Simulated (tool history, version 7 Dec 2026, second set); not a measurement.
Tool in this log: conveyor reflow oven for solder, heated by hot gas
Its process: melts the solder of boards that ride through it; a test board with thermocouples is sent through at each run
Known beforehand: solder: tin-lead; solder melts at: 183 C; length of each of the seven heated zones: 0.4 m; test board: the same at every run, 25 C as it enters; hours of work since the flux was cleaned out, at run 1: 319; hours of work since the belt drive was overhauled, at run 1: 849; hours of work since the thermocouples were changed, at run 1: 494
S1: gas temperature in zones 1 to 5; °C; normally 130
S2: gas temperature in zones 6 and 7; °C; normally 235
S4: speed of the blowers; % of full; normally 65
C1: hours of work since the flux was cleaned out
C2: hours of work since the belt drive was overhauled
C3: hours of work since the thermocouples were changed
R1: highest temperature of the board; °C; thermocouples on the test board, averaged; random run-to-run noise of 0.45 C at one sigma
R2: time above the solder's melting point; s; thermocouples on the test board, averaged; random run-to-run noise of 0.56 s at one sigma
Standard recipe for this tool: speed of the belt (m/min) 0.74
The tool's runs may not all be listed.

{"run": 1, "day": 0.0, "S1": 130, "S2": 235, "speed of the belt (m/min)": 0.74, "S4": 65, "C1": 319, "C2": 849, "C3": 494, "R1": 207.3, "R2": 38.2}
{"run": 2, "day": 2.033, "S1": 130, "S2": 235, "speed of the belt (m/min)": 0.74, "S4": 65, "C1": 354, "C2": 884, "C3": 529, "R1": 205.7, "R2": 36.5}
{"day": 3.738, "done": "flux residue cleaned out of gas plates and filters"}
{"run": 3, "day": 6.129, "S1": 130, "S2": 235, "speed of the belt (m/min)": 0.74, "S4": 65, "C1": 41, "C2": 952, "C3": 596, "R1": 209.1, "R2": 40.2}
{"run": 4, "day": 9.562, "S1": 130, "S2": 235, "speed of the belt (m/min)": 0.74, "S4": 88, "C1": 101, "C2": 1011, "C3": 656, "R1": 216.4, "R2": 46.5}
{"run": 5, "day": 11.65, "S1": 130, "S2": 235, "speed of the belt (m/min)": 0.74, "S4": 88, "C1": 137, "C2": 1047, "C3": 692, "R1": 215.8, "R2": 46.9}
{"run": 6, "day": 15.4, "S1": 130, "S2": 224, "speed of the belt (m/min)": 0.74, "S4": 65, "C1": 202, "C2": 1112, "C3": 756, "R1": 199.8, "R2": 29.1}
{"day": 17.4, "done": "belt drive overhauled, speed set with a stopwatch"}
{"run": 7, "day": 19.429, "S1": 130, "S2": 224, "speed of the belt (m/min)": 0.74, "S4": 65, "C1": 268, "C2": 35, "C3": 823, "R1": 197.3, "R2": 27.6}
{"run": 8, "day": 23.596, "S1": 130, "S2": 224, "speed of the belt (m/min)": 0.74, "S4": 65, "C1": 340, "C2": 107, "C3": 895, "R1": 196.6, "R2": 25.1}
{"day": 25.946, "done": "flux residue cleaned out of gas plates and filters"}
{"run": 9, "day": 27.708, "S1": 130, "S2": 224, "speed of the belt (m/min)": 0.74, "S4": 65, "C1": 30, "C2": 175, "C3": 963, "R1": 199.2, "R2": 29.8}
{"run": 10, "day": 30.217, "S1": 130, "S2": 230, "speed of the belt (m/min)": 0.752, "S4": 65, "C1": 74, "C2": 218, "C3": 1006, "R1": 202.9, "R2": 33.7}
{"run": 11, "day": 33.154, "S1": 130, "S2": 236, "speed of the belt (m/min)": 0.741, "S4": 65, "C1": 125, "C2": 269, "C3": 1057, "R1": 207.8, "R2": 37.9}
{"run": 12, "day": 35.483, "S1": 130, "S2": 236, "speed of the belt (m/min)": 0.741, "S4": 65, "C1": 165, "C2": 309, "C3": 1097, "R1": 207.8, "R2": 36.8}
{"run": 13, "day": 38.55, "S1": 130, "S2": 236, "speed of the belt (m/min)": 0.712, "S4": 78, "C1": 218, "C2": 362, "C3": 1150, "R1": 212.8, "R2": 44}
{"run": 14, "day": 41.6, "S1": 143, "S2": 235, "speed of the belt (m/min)": 0.641, "S4": 65, "C1": 271, "C2": 415, "C3": 1203, "R1": 214, "R2": 54.8}
{"run": 15, "day": 45.1, "S1": 134, "S2": 235, "speed of the belt (m/min)": 0.69, "S4": 50, "C1": 331, "C2": 475, "C3": 1263, "R1": 200.8, "R2": 33.5}
{"day": 48.108, "done": "flux residue cleaned out of gas plates and filters"}
{"run": 16, "day": 48.254, "S1": 140, "S2": 234, "speed of the belt (m/min)": 0.592, "S4": 54, "C1": 3, "C2": 526, "C3": 1314, "R1": 211.9, "R2": 57.1}
{"day": 49.917, "done": "thermocouples of zones 6 and 7 changed"}
{"run": 17, "day": 52.242, "S1": 140, "S2": 234, "speed of the belt (m/min)": 0.592, "S4": 54, "C1": 70, "C2": 594, "C3": 40, "R1": 216.6, "R2": 59.9}
{"run": 18, "day": 54.162, "S1": 130, "S2": 245, "speed of the belt (m/min)": 0.74, "S4": 65, "C1": 103, "C2": 627, "C3": 73, "R1": 218.9, "R2": 47.1}

Below are 5 alternative next runs, each starting from the tool's condition after run 18. Predict each:
{"run": "A", "day": 57.029, "S1": 130, "S2": 235, "speed of the belt (m/min)": 0.74, "S4": 68, "C1": 153, "C2": 676, "C3": 123, "R1": "?", "R2": "?"}
{"run": "B", "day": 57.029, "S1": 130, "S2": 235, "speed of the belt (m/min)": 0.746, "S4": 65, "C1": 153, "C2": 676, "C3": 123, "R1": "?", "R2": "?"}
{"run": "C", "day": 57.029, "S1": 132, "S2": 234, "speed of the belt (m/min)": 0.74, "S4": 65, "C1": 153, "C2": 676, "C3": 123, "R1": "?", "R2": "?"}
{"run": "D", "day": 57.029, "S1": 130, "S2": 245, "speed of the belt (m/min)": 0.61, "S4": 79, "C1": 153, "C2": 676, "C3": 123, "R1": "?", "R2": "?"}
{"run": "E", "day": 57.029, "S1": 138, "S2": 245, "speed of the belt (m/min)": 0.734, "S4": 66, "C1": 153, "C2": 676, "C3": 123, "R1": "?", "R2": "?"}

run=A R1=211.5 R2=41.8
run=B R1=210.2 R2=39.4
run=C R1=209.7 R2=40.9
run=D R1=230.5 R2=66.1
run=E R1=220.4 R2=51.9
Had the tool no hidden state, the same runs would have come out as:
run=A R1=213 R2=42.7
run=B R1=211.7 R2=40.4
run=C R1=211.2 R2=41.9
run=D R1=231.9 R2=66.3
run=E R1=221.9 R2=52.4

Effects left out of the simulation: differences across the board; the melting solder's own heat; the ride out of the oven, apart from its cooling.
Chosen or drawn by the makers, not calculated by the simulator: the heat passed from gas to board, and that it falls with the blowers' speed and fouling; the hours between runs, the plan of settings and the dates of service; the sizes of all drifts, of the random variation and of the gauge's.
